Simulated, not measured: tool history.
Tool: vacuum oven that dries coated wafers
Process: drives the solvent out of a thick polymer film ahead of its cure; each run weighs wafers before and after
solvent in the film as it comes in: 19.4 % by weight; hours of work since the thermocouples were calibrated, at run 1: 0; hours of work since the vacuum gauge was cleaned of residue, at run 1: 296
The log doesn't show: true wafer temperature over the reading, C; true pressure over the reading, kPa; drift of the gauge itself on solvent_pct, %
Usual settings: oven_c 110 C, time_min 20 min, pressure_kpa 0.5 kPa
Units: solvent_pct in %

| run | hour | oven_c | time_min | pressure_kpa | hours of work since the thermocouples were calibrated | hours of work since the vacuum gauge was cleaned of residue | solvent_pct |
|---|---|---|---|---|---|---|---|
| 1 | 0 | 110 | 20 | 0.5 | 0 | 296 | 1.79 |
| 2 | 111.4 | 110 | 20 | 0.5 | 70 | 365 | 1.81 |
| 3 | 161.5 | 110 | 20 | 0.5 | 101 | 397 | 1.75 |
| 4 | 235.3 | 110 | 20 | 0.5 | 147 | 443 | 1.78 |
| 5 | 328.8 | 110 | 20 | 0.5 | 205 | 501 | 1.8 |
| 6 | 402.6 | 110 | 20 | 0.5 | 251 | 547 | 1.78 |
| 7 | 477.3 | 110 | 20 | 0.5 | 298 | 594 | 1.71 |
| 8 | 591.8 | 102 | 20 | 0.5 | 369 | 665 | 4.05 |
| 9 | 678.1 | 102 | 20 | 0.5 | 423 | 719 | 4.06 |
| 10 | 754.8 | 102 | 20 | 0.5 | 471 | 767 | 4.06 |
| 11 | 861.6 | 102 | 20 | 0.5 | 537 | 833 | 3.96 |
| 12 | 974.8 | 110 | 20 | 0.5 | 608 | 904 | 1.75 |
| 13 | 1024.2 | 110 | 20 | 0.5 | 639 | 935 | 1.78 |
| 14 | 1129.7 | 110 | 20 | 0.5 | 705 | 1001 | 1.73 |
| 15 | 1182.8 | 100 | 20 | 0.5 | 738 | 1034 | 4.65 |
| 16 | 1293.2 | 100 | 20 | 0.5 | 807 | 1103 | 4.69 |
| 17 | 1370.5 | 105 | 20 | 0.5 | 855 | 1151 | 2.97 |
|  | 1417.1 | oven's thermocouples calibrated |
| 18 | 1436.1 | 104 | 20 | 0.5 | 12 | 1191 | 3.76 |
| 19 | 1546.7 | 104 | 20 | 0.5 | 81 | 1260 | 3.73 |
| 20 | 1663.5 | 114 | 20 | 0.5 | 154 | 1332 | 1.32 |
| 21 | 1746.5 | 114 | 20 | 0.5 | 205 | 1384 | 1.33 |
| 22 | 1825.7 | 114 | 20 | 0.5 | 255 | 1434 | 1.27 |
| 23 | 1876.1 | 110 | 23 | 0.5 | 286 | 1465 | 1.66 |
| 24 | 1955.3 | 119 | 29 | 0.276 | 336 | 1514 | 0.37 |
| 25 | 2044.7 | 98 | 16 | 0.409 | 392 | 1570 | 6.87 |
|  | 2053.4 | vacuum gauge cleaned of residue and calibrated |
| 26 | 2096.5 | 98 | 17 | 0.799 | 423 | 27 | 6.98 |
| 27 | 2150.6 | 118 | 13 | 0.434 | 457 | 61 | 1.72 |
| 28 | 2222.4 | 110 | 20 | 0.527 | 501 | 105 | 2.1 |
| 29 | 2315.9 | 106 | 34 | 0.5 | 560 | 164 | 1.49 |
| 30 | 2378.6 | 106 | 34 | 0.5 | 599 | 203 | 1.42 |
| 31 | 2475.5 | 111 | 20 | 1.074 | 659 | 263 | 2.2 |
| 32 | 2583.1 | 100 | 14 | 0.468 | 726 | 330 | 7.06 |
| 33 | 2642.3 | 119 | 12 | 0.68 | 763 | 367 | 1.99 |
| 34 | 2737.2 | 108 | 12 | 0.626 | 823 | 427 | 4.94 |
|  | 2758.9 | vacuum gauge cleaned of residue and calibrated, once more |
| 35 | 2813.4 | 108 | 12 | 0.626 | 869 | 34 | 4.57 |
|  | 2831.3 | oven's thermocouples calibrated |
| 36 | 2911.8 | 112 | 15 | 0.479 | 50 | 94 | 2.49 |
| 37 | 3026.1 | 110 | 14 | 0.299 | 122 | 165 | 3.35 |
| 38 | 3111.5 | 119 | 10 | 1.126 | 175 | 219 | 2.59 |
| 39 | 3218.3 | 112 | 18 | 0.533 | 241 | 285 | 1.74 |
| 40 | 3331.6 | 112 | 18 | 0.533 | 312 | 356 | 1.79 |
| 41 | 3385.1 | 117 | 20 | 0.524 | 345 | 389 | 0.76 |
| 42 | 3464.1 | 110 | 17 | 0.5 | 395 | 439 | 2.44 |
| 43 | 3547.5 | 110 | 17 | 0.5 | 447 | 491 | 2.51 |
| 44 | 3609.4 | 110 | 17 | 0.5 | 485 | 529 | 2.44 |
| 45 | 3687.2 | 110 | 23 | 0.5 | 534 | 578 | 1.42 |
| 46 | 3754 | 123 | 18 | 1.345 | 576 | 620 | 0.8 |

4 ways to go on from here, each from the tool as it stands after run 46. What would each give?
| A | 3809.9 | 108 | 29 | 0.5 | 610 | 654 | ? |
| B | 3809.9 | 110 | 35 | 0.5 | 610 | 654 | ? |
| C | 3809.9 | 114 | 18 | 0.367 | 610 | 654 | ? |
| D | 3809.9 | 123 | 29 | 1.202 | 610 | 654 | ? |

| run | solvent_pct |
|---|---|
| A | 1.18 |
| B | 0.68 |
| C | 1.22 |
| D | 0.55 |
Without the tool's hidden state the same runs would have given:
| run | solvent_pct |
|---|---|
| A | 1.13 |
| B | 0.59 |
| C | 1.21 |
| D | 0.48 |
